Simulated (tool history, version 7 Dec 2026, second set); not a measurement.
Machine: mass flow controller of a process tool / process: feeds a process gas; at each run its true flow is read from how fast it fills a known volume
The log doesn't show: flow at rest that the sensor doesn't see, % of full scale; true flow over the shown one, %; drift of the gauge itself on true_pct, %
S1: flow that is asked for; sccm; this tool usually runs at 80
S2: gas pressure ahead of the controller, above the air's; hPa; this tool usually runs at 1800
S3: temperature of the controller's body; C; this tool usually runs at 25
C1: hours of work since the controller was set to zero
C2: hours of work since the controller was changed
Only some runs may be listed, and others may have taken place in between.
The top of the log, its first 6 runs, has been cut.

run 7 hour=534.9 | S1=80 S2=2390 S3=25 | C1=1290 C2=1290 | true_flow_(%)=99.42
run 8 hour=636.5 | S1=80 S2=1800 S3=25 | C1=1369 C2=1369 | true_flow_(%)=99.61
run 9 hour=766.7 | S1=80 S2=1960 S3=25 | C1=1470 C2=1470 | true_flow_(%)=99.47
run 10 hour=926.1 | S1=80 S2=1960 S3=25 | C1=1594 C2=1594 | true_flow_(%)=99.71
run 11 hour=998.6 | S1=80 S2=1960 S3=25 | C1=1651 C2=1651 | true_flow_(%)=99.52
run 12 hour=1075.1 | S1=80 S2=1960 S3=25 | C1=1711 C2=1711 | true_flow_(%)=99.64
run 13 hour=1201.5 | S1=80 S2=1960 S3=25 | C1=1809 C2=1809 | true_flow_(%)=99.56
run 14 hour=1305 | S1=80 S2=1960 S3=25 | C1=1890 C2=1890 | true_flow_(%)=99.64
run 15 hour=1461.4 | S1=80 S2=1960 S3=25 | C1=2011 C2=2011 | true_flow_(%)=99.57
run 16 hour=1562.7 | S1=80 S2=1960 S3=25 | C1=2090 C2=2090 | true_flow_(%)=99.6
run 17 hour=1688.1 | S1=80 S2=1960 S3=25 | C1=2188 C2=2188 | true_flow_(%)=99.62
run 18 hour=1773.9 | S1=80 S2=1960 S3=25 | C1=2255 C2=2255 | true_flow_(%)=99.48
run 19 hour=1878.1 | S1=80 S2=1960 S3=25 | C1=2336 C2=2336 | true_flow_(%)=99.61
run 20 hour=1968.4 | S1=80 S2=1960 S3=25 | C1=2406 C2=2406 | true_flow_(%)=99.58
run 21 hour=2100.4 | S1=80 S2=1960 S3=25 | C1=2509 C2=2509 | true_flow_(%)=99.6
run 22 hour=2260.8 | S1=95 S2=1960 S3=25 | C1=2634 C2=2634 | true_flow_(%)=99.96
run 23 hour=2328.6 | S1=16 S2=2750 S3=25 | C1=2687 C2=2687 | true_flow_(%)=97.99

Run 24 comes next. What will it give?
run 24 hour=2458.1 | S1=16 S2=2750 S3=25 | C1=2788 C2=2788 | true_flow_(%)=?

{"run 24": {"true flow (%)": 97.99}}
The same run, on a tool lacking any hidden state, would have yielded true flow (%) 97.99.
